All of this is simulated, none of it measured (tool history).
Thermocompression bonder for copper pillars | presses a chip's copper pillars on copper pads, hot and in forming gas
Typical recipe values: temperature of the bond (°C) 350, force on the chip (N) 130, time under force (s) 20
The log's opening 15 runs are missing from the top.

run   hour  temperature of the bond (°C)  force on the chip (N)  time under force (s)  hours of work since the heater was calibrated  hours of work since the force cell was calibrated  hours of work since the gas filter was changed  force that shears a chip off (N)
 16  124.9                           335                    130                    18                                            546                                                120                                             113                              47.9
 17  133.5                           350                    130                    20                                            549                                                124                                             116                              58.5
 18  140.7                           350                    173                    20                                            552                                                127                                             120                                67
 19  150.3                           350                    173                    20                                            557                                                131                                             124                              67.5
 20  163.6                           350                    173                    20                                            563                                                137                                             130                                67
 21  176.4                           340                    122                    45                                            568                                                143                                             135                                66
 22  184.9                           355                    118                    34                                            572                                                147                                             139                              68.1
 23  191.4                           355                    118                    34                                            575                                                149                                             142                              68.4
 24  203.1                           355                    118                    34                                            580                                                155                                             147                              68.1
 25    212                           379                    107                    34                                            584                                                159                                             151                              78.1
 26  221.7                           358                    147                    19                                            588                                                163                                             155                              65.1
 27  231.6                           343                    105                    10                                            593                                                167                                             160                              36.8
 28  242.3                           330                     83                    10                                            597                                                172                                             165                              26.6
 29  251.9                           330                     83                    10                                            602                                                176                                             169                              26.5
 30  265.5                           350                    160                    20                                            608                                                182                                             175                                64
 31  275.3                           351                     89                    13                                            612                                                187                                             179                              40.2
 32  281.7                           339                    117                    10                                            615                                                189                                             182                              37.5
 33  290.9                           352                    154                    42                                            619                                                193                                             186                              78.5
 34  296.9                           341                     93                    24                                            622                                                196                                             189                              46.1
 35  307.7                           341                     93                    24                                            626                                                201                                             194                              46.6
 36    321                           365                    188                    59                                            632                                                207                                             199                              94.5

What does the tool deliver on the next run?
 37  331.1                           338                    188                    56                                            637                                                211                                             204                                 ?

{"run 37": {"force that shears a chip off (N)": 81.3}}
Had the tool carried no hidden state, the very same run would have given force that shears a chip off (N) 82.3.
